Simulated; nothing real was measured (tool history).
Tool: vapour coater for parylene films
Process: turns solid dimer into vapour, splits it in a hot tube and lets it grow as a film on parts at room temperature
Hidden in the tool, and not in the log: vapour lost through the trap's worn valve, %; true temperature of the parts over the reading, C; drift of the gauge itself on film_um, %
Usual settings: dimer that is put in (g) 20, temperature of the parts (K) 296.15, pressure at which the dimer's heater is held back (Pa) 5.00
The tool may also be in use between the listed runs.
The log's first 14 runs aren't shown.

run    hour  dimer that is put in (g)  temperature of the parts (K)  pressure at which the dimer's heater is held back (Pa)  hours of work since the trap's valve was overhauled  hours of work since the table's thermometer was calibrated  thickness of the film (um)
 15   612.2                        20                        296.15                                                    2.40                                                  245                                                         443                       13.20
 16   654.0                        20                        299.15                                                    5.00                                                  267                                                         466                        9.83
 17   683.1                        20                        302.15                                                    2.21                                                  283                                                         481                       10.15
 18   715.8                         8                        296.15                                                    5.00                                                  300                                                         498                        4.53
 19   775.4                        20                        296.15                                                    5.37                                                  332                                                         530                       11.22
 20   819.1                        12                        296.15                                                    5.37                                                  355                                                         553                        6.77
 21   855.9                        12                        296.15                                                    5.37                                                  374                                                         573                        6.73
 22   913.2                        12                        296.15                                                    5.37                                                  405                                                         603                        6.74
 23   971.3                        22                        296.15                                                    2.50                                                  435                                                         634                       14.38
 24  1000.2                        22                        307.15                                                    4.71                                                  451                                                         649                        7.53
     1030.8  -- trap's valve overhauled
 25  1046.0                        16                        296.15                                                    2.92                                                    8                                                         671                       10.19
 26  1105.1                        16                        290.15                                                    2.92                                                   39                                                         702                       11.91
 27  1165.9                        20                        293.15                                                    6.62                                                   72                                                         735                       12.41
 28  1202.2                        20                        293.15                                                    6.62                                                   91                                                         754                       12.29
 29  1235.8                        14                        296.15                                                    2.38                                                  109                                                         772                        9.29
 30  1268.5                        14                        296.15                                                    2.38                                                  126                                                         789                        9.29
 31  1315.3                        20                        291.15                                                    6.54                                                  151                                                         814                       13.62
 32  1345.0                        20                        291.15                                                    6.54                                                  166                                                         830                       13.57

Forecast each of these 3 alternatives for the next run:
  A  1392.9                        30                        291.15                                                    2.73                                                  192                                                         855                           ?
  B  1392.9                        10                        300.15                                                    6.31                                                  192                                                         855                           ?
  C  1392.9                        20                        296.15                                                    3.36                                                  192                                                         855                           ?

run  thickness of the film (um)
  A                       22.40
  B                        4.52
  C                       12.34
Without the tool's hidden state the same runs would have given:
run  thickness of the film (um)
  A                       22.44
  B                        4.52
  C                       12.35
